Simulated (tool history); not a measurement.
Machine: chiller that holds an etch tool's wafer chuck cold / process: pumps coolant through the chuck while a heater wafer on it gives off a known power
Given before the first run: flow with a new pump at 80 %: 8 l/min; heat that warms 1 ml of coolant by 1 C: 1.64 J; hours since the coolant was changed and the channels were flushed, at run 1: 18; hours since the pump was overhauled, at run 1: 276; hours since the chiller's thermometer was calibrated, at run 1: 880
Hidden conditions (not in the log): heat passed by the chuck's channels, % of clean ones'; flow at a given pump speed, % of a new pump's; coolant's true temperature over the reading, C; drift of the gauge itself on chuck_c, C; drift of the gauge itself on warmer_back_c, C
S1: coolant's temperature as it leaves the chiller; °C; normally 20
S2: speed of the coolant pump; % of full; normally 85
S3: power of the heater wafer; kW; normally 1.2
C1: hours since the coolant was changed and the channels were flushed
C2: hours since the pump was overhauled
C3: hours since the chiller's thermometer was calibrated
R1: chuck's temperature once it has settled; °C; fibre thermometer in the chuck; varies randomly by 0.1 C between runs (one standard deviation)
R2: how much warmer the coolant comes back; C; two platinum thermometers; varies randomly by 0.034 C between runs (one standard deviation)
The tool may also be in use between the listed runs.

run,hour,S1,S2,S3,C1,C2,C3,R1,R2
1,0,20,85,1.2,18,276,880,30.8,5.19
2,28.5,20,87,1.2,46,305,908,30.6,5.03
3,54.2,20,87,0.909,72,331,934,28.2,3.83
4,72.1,20,87,0.909,90,349,952,27.9,3.79
5,99,20,85,1.2,117,375,979,31,5.11
6,117.4,14,85,1.2,135,394,997,25.1,5.06
7,138.3,14,85,1.2,156,415,1018,24.9,5.1
8,150.7,14,85,1.2,168,427,1031,25,5.09
9,164,14,85,1.2,182,440,1044,25,5.02
10,179.1,12,65,0.773,197,456,1059,20.2,4.22
11,198.6,20,85,0.66,216,475,1079,25.9,2.72
12,227.8,23,85,1.2,246,504,1108,34,4.97
13,243.4,23,85,0.672,261,520,1123,29.2,2.73
14,263.9,16,78,0.672,282,540,1144,22.4,2.97
15,293.2,16,78,0.672,311,570,1173,22.6,2.9
16,322.1,16,78,0.672,340,599,1202,22.6,2.91
17,351.3,16,78,0.672,369,628,1231,22.5,2.91
18,374,10,85,1.739,392,650,1254,25.8,7.22

3 options for the next run, each taken on its own from the tool as it stands now. Forecast them:
# hour 400.5: gauge calibrated
A,400.6,13,85,1.2,418,677,1281,?,?
# hour 400.5: gauge calibrated
B,400.6,10,62,1.739,418,677,1281,?,?
# hour 400.5: gauge calibrated
C,400.6,15,86,1.644,418,677,1281,?,?

run,R1,R2
A,24,5.23
B,29.7,10.16
C,29.8,7.01
With no hidden state in the tool, these same runs would have given:
run,R1,R2
A,24,5.23
B,29.7,10.15
C,29.8,7.01
